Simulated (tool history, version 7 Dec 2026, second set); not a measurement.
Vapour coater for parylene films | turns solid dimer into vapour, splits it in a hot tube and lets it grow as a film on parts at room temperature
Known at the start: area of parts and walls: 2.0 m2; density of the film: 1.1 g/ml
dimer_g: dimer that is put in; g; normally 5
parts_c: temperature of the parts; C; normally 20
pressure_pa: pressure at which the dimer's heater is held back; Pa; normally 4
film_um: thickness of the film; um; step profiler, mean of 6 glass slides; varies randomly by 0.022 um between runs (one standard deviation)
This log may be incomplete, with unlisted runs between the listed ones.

run 1 hour=0 | dimer_g=5 parts_c=20 pressure_pa=4 | film_um=1.43
run 2 hour=22.8 | dimer_g=5 parts_c=20 pressure_pa=4 | film_um=1.42
run 3 hour=46.8 | dimer_g=5 parts_c=20 pressure_pa=4 | film_um=1.45
run 4 hour=72.5 | dimer_g=5 parts_c=19 pressure_pa=4 | film_um=1.51
run 5 hour=90.1 | dimer_g=5 parts_c=20 pressure_pa=2.69 | film_um=1.51
run 6 hour=107.9 | dimer_g=5 parts_c=20 pressure_pa=2.69 | film_um=1.48
run 7 hour=127.6 | dimer_g=5 parts_c=20 pressure_pa=2.69 | film_um=1.51
run 8 hour=146.6 | dimer_g=5 parts_c=20 pressure_pa=2.69 | film_um=1.54
run 9 hour=174.9 | dimer_g=5 parts_c=20 pressure_pa=2.69 | film_um=1.48
run 10 hour=191.8 | dimer_g=5 parts_c=20 pressure_pa=2.69 | film_um=1.48
run 11 hour=228.3 | dimer_g=5 parts_c=20 pressure_pa=2.69 | film_um=1.49
run 12 hour=256.4 | dimer_g=5 parts_c=28 pressure_pa=4 | film_um=1
-- hour=268.5 trap's valve overhauled
run 13 hour=296.5 | dimer_g=5 parts_c=28 pressure_pa=4 | film_um=1.11
run 14 hour=312.7 | dimer_g=5 parts_c=20 pressure_pa=4 | film_um=1.54
run 15 hour=351.4 | dimer_g=5 parts_c=20 pressure_pa=4 | film_um=1.54
run 16 hour=375.4 | dimer_g=5 parts_c=20 pressure_pa=4 | film_um=1.51
run 17 hour=409.2 | dimer_g=5 parts_c=20 pressure_pa=4 | film_um=1.5
run 18 hour=426.3 | dimer_g=5 parts_c=20 pressure_pa=4 | film_um=1.49
run 19 hour=448.3 | dimer_g=5 parts_c=20 pressure_pa=4 | film_um=1.47
run 20 hour=479.4 | dimer_g=5 parts_c=20 pressure_pa=4 | film_um=1.49
run 21 hour=496.5 | dimer_g=5 parts_c=20 pressure_pa=4 | film_um=1.49
run 22 hour=515.9 | dimer_g=5 parts_c=20 pressure_pa=4 | film_um=1.48
run 23 hour=553.2 | dimer_g=2 parts_c=29 pressure_pa=2.03 | film_um=0.47
run 24 hour=578.5 | dimer_g=2 parts_c=29 pressure_pa=2.03 | film_um=0.46
run 25 hour=601.5 | dimer_g=4 parts_c=17 pressure_pa=2.66 | film_um=1.4
run 26 hour=618.2 | dimer_g=5 parts_c=13 pressure_pa=4 | film_um=1.94
run 27 hour=656.3 | dimer_g=5 parts_c=13 pressure_pa=4 | film_um=1.93
run 28 hour=681.5 | dimer_g=5 parts_c=31 pressure_pa=4 | film_um=0.94
run 29 hour=718.8 | dimer_g=5 parts_c=17 pressure_pa=4 | film_um=1.59
run 30 hour=754.6 | dimer_g=5 parts_c=17 pressure_pa=4 | film_um=1.64
run 31 hour=782.5 | dimer_g=5 parts_c=17 pressure_pa=8.75 | film_um=1.45
run 32 hour=805.4 | dimer_g=5 parts_c=13 pressure_pa=4 | film_um=1.9
run 33 hour=844.2 | dimer_g=5 parts_c=13 pressure_pa=4 | film_um=1.85
run 34 hour=872.9 | dimer_g=5 parts_c=13 pressure_pa=4 | film_um=1.83
run 35 hour=897.7 | dimer_g=4 parts_c=13 pressure_pa=6.75 | film_um=1.37
run 36 hour=932.5 | dimer_g=4 parts_c=13 pressure_pa=6.75 | film_um=1.3
run 37 hour=948.7 | dimer_g=4 parts_c=13 pressure_pa=6.75 | film_um=1.36
run 38 hour=973 | dimer_g=4 parts_c=13 pressure_pa=6.75 | film_um=1.34
run 39 hour=997.3 | dimer_g=8 parts_c=13 pressure_pa=6.89 | film_um=2.67
run 40 hour=1033.6 | dimer_g=5 parts_c=15 pressure_pa=4 | film_um=1.66
run 41 hour=1061.3 | dimer_g=8 parts_c=15 pressure_pa=10.38 | film_um=2.31
-- hour=1089.7 trap's valve overhauled
run 42 hour=1094.7 | dimer_g=8 parts_c=15 pressure_pa=10.38 | film_um=2.52
run 43 hour=1117 | dimer_g=8 parts_c=15 pressure_pa=10.38 | film_um=2.54
run 44 hour=1143.5 | dimer_g=5 parts_c=24 pressure_pa=10.36 | film_um=1.1

Some steps in film_um between neighbouring runs. How much of each would the tool show without its hidden state too (settings, what came in, random variation), and how much is left for the hidden state, with any gauge scatter that isn't in both results?
What the log doesn't record here: vapour lost through the trap's worn valve, %; true temperature of the parts over the reading, C; drift of the gauge itself on film_um, %.
Run 22 -> 23: dimer_g 5 -> 2, parts_c 20 -> 29, pressure_pa 4 -> 2.03. film_um -1.01 um: hidden state +0.05, all else -1.06.
Run 38 -> 39: dimer_g 4 -> 8, pressure_pa 6.75 -> 6.89. film_um +1.33 um: hidden state -0.17, all else +1.5.
Run 39 -> 40: dimer_g 8 -> 5, parts_c 13 -> 15, pressure_pa 6.89 -> 4. film_um -1.01 um: hidden state +0.11, all else -1.12.
Run 41 -> 42: trap's valve overhauled. film_um +0.21 um: hidden state +0.21, all else +0.
Run 43 -> 44: dimer_g 8 -> 5, parts_c 15 -> 24, pressure_pa 10.38 -> 10.36. film_um -1.44 um: hidden state +0.06, all else -1.5.
